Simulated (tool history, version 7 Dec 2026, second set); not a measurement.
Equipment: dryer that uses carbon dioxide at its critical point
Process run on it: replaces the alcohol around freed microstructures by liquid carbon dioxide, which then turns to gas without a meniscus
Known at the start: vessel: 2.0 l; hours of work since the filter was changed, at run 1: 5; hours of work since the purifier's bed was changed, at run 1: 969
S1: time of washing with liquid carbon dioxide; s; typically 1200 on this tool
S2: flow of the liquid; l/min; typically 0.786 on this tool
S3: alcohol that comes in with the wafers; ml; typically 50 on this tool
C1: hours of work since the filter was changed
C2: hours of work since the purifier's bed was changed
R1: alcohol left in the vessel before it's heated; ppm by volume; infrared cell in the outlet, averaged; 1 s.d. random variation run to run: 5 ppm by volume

{"run": 1, "hour": 0.0, "S1": 1200, "S2": 0.786, "S3": 50, "C1": 5, "C2": 969, "R1": 212}
{"run": 2, "hour": 16.3, "S1": 1200, "S2": 0.786, "S3": 50, "C1": 17, "C2": 981, "R1": 223}
{"run": 3, "hour": 36.9, "S1": 1200, "S2": 0.786, "S3": 50, "C1": 31, "C2": 996, "R1": 225}
{"run": 4, "hour": 61.4, "S1": 1200, "S2": 0.786, "S3": 50, "C1": 49, "C2": 1013, "R1": 226}
{"run": 5, "hour": 96.7, "S1": 1200, "S2": 0.786, "S3": 87, "C1": 74, "C2": 1039, "R1": 254}
{"run": 6, "hour": 130.3, "S1": 1200, "S2": 0.786, "S3": 87, "C1": 99, "C2": 1063, "R1": 254}
{"run": 7, "hour": 163.0, "S1": 1200, "S2": 0.786, "S3": 35, "C1": 122, "C2": 1086, "R1": 236}
{"run": 8, "hour": 192.0, "S1": 1200, "S2": 0.786, "S3": 35, "C1": 143, "C2": 1107, "R1": 245}
{"run": 9, "hour": 228.7, "S1": 1200, "S2": 0.699, "S3": 50, "C1": 169, "C2": 1133, "R1": 283}
{"run": 10, "hour": 263.9, "S1": 1200, "S2": 0.699, "S3": 50, "C1": 195, "C2": 1159, "R1": 292}
{"run": 11, "hour": 296.1, "S1": 1200, "S2": 0.699, "S3": 50, "C1": 218, "C2": 1182, "R1": 289}
{"run": 12, "hour": 324.3, "S1": 1200, "S2": 0.699, "S3": 50, "C1": 238, "C2": 1202, "R1": 306}
{"run": 13, "hour": 351.8, "S1": 1200, "S2": 0.786, "S3": 55, "C1": 258, "C2": 1222, "R1": 274}
{"run": 14, "hour": 371.9, "S1": 1200, "S2": 0.786, "S3": 55, "C1": 272, "C2": 1236, "R1": 282}
{"run": 15, "hour": 392.6, "S1": 1860, "S2": 0.786, "S3": 50, "C1": 287, "C2": 1251, "R1": 254}
{"run": 16, "hour": 412.7, "S1": 1200, "S2": 0.786, "S3": 50, "C1": 302, "C2": 1266, "R1": 294}
{"run": 17, "hour": 427.9, "S1": 1200, "S2": 0.786, "S3": 50, "C1": 312, "C2": 1277, "R1": 297}
{"run": 18, "hour": 443.7, "S1": 1260, "S2": 0.786, "S3": 50, "C1": 324, "C2": 1288, "R1": 290}
{"run": 19, "hour": 469.8, "S1": 1260, "S2": 0.786, "S3": 50, "C1": 343, "C2": 1307, "R1": 285}
{"run": 20, "hour": 496.8, "S1": 1200, "S2": 0.655, "S3": 50, "C1": 362, "C2": 1326, "R1": 370}
{"run": 21, "hour": 516.6, "S1": 1200, "S2": 0.655, "S3": 50, "C1": 376, "C2": 1340, "R1": 362}
{"hour": 522.3, "done": "inlet filter changed"}
{"run": 22, "hour": 551.5, "S1": 1200, "S2": 0.655, "S3": 50, "C1": 21, "C2": 1365, "R1": 320}
{"hour": 559.1, "done": "purifier's bed changed"}
{"run": 23, "hour": 588.0, "S1": 1200, "S2": 1.304, "S3": 50, "C1": 45, "C2": 21, "R1": 9}
{"run": 24, "hour": 620.3, "S1": 1200, "S2": 0.786, "S3": 50, "C1": 68, "C2": 44, "R1": 26}
{"run": 25, "hour": 639.9, "S1": 900, "S2": 1.06, "S3": 50, "C1": 82, "C2": 58, "R1": 31}
{"run": 26, "hour": 676.4, "S1": 900, "S2": 0.499, "S3": 53, "C1": 109, "C2": 84, "R1": 796}
{"run": 27, "hour": 712.1, "S1": 900, "S2": 0.499, "S3": 53, "C1": 134, "C2": 110, "R1": 789}
{"run": 28, "hour": 743.8, "S1": 1200, "S2": 0.786, "S3": 51, "C1": 157, "C2": 133, "R1": 51}
{"run": 29, "hour": 770.7, "S1": 1200, "S2": 0.786, "S3": 51, "C1": 176, "C2": 152, "R1": 52}
{"run": 30, "hour": 802.8, "S1": 840, "S2": 0.51, "S3": 41, "C1": 199, "C2": 175, "R1": 811}
{"run": 31, "hour": 831.4, "S1": 900, "S2": 0.636, "S3": 27, "C1": 220, "C2": 196, "R1": 225}
{"run": 32, "hour": 857.8, "S1": 1560, "S2": 1.307, "S3": 24, "C1": 239, "C2": 215, "R1": 53}
{"run": 33, "hour": 893.8, "S1": 1500, "S2": 0.786, "S3": 61, "C1": 265, "C2": 241, "R1": 53}
{"run": 34, "hour": 909.7, "S1": 1620, "S2": 0.764, "S3": 61, "C1": 276, "C2": 252, "R1": 56}
{"run": 35, "hour": 927.1, "S1": 1620, "S2": 0.764, "S3": 61, "C1": 289, "C2": 264, "R1": 61}
{"run": 36, "hour": 959.6, "S1": 1200, "S2": 0.786, "S3": 56, "C1": 312, "C2": 288, "R1": 101}
{"run": 37, "hour": 978.7, "S1": 1500, "S2": 0.965, "S3": 50, "C1": 326, "C2": 302, "R1": 67}
{"run": 38, "hour": 1005.5, "S1": 1680, "S2": 0.965, "S3": 58, "C1": 345, "C2": 321, "R1": 61}
{"run": 39, "hour": 1030.8, "S1": 1680, "S2": 0.965, "S3": 58, "C1": 363, "C2": 339, "R1": 73}
{"run": 40, "hour": 1050.7, "S1": 1620, "S2": 0.786, "S3": 50, "C1": 378, "C2": 353, "R1": 80}
{"hour": 1054.4, "done": "inlet filter changed"}
{"run": 41, "hour": 1086.3, "S1": 1200, "S2": 0.786, "S3": 85, "C1": 23, "C2": 378, "R1": 102}
{"run": 42, "hour": 1120.0, "S1": 1200, "S2": 0.786, "S3": 85, "C1": 47, "C2": 402, "R1": 109}
{"run": 43, "hour": 1153.0, "S1": 1020, "S2": 1.164, "S3": 50, "C1": 71, "C2": 426, "R1": 82}
{"run": 44, "hour": 1169.9, "S1": 720, "S2": 0.883, "S3": 24, "C1": 83, "C2": 438, "R1": 175}
{"run": 45, "hour": 1189.9, "S1": 1560, "S2": 1.102, "S3": 77, "C1": 97, "C2": 453, "R1": 93}
{"run": 46, "hour": 1213.8, "S1": 900, "S2": 0.844, "S3": 29, "C1": 115, "C2": 470, "R1": 130}
{"run": 47, "hour": 1236.6, "S1": 900, "S2": 0.844, "S3": 29, "C1": 131, "C2": 486, "R1": 140}

Describe how what the log doesn't record of the tool's condition differs between the last listed run preceding each entry between runs and the first listed run following it.
After run 21, before run 22: inlet filter changed (hour 522.3)
  flow that reaches the vessel past the clogged filter, %: 90.1 -> 99; alcohol in the recycled carbon dioxide, ppm: 280.4 -> 285
  difference, measured minus the result without the unlogged condition, R1: +311 -> +276 ppm by volume
After run 22, before run 23: purifier's bed changed (hour 559.1)
  flow that reaches the vessel past the clogged filter, %: 99 -> 98.3; alcohol in the recycled carbon dioxide, ppm: 285 -> 9
  difference, measured minus the result without the unlogged condition, R1: +276 -> +4 ppm by volume
After run 40, before run 41: inlet filter changed (hour 1054.4)
  flow that reaches the vessel past the clogged filter, %: 90 -> 99.3; alcohol in the recycled carbon dioxide, ppm: 75.3 -> 80.5
  difference, measured minus the result without the unlogged condition, R1: +73 -> +76 ppm by volume

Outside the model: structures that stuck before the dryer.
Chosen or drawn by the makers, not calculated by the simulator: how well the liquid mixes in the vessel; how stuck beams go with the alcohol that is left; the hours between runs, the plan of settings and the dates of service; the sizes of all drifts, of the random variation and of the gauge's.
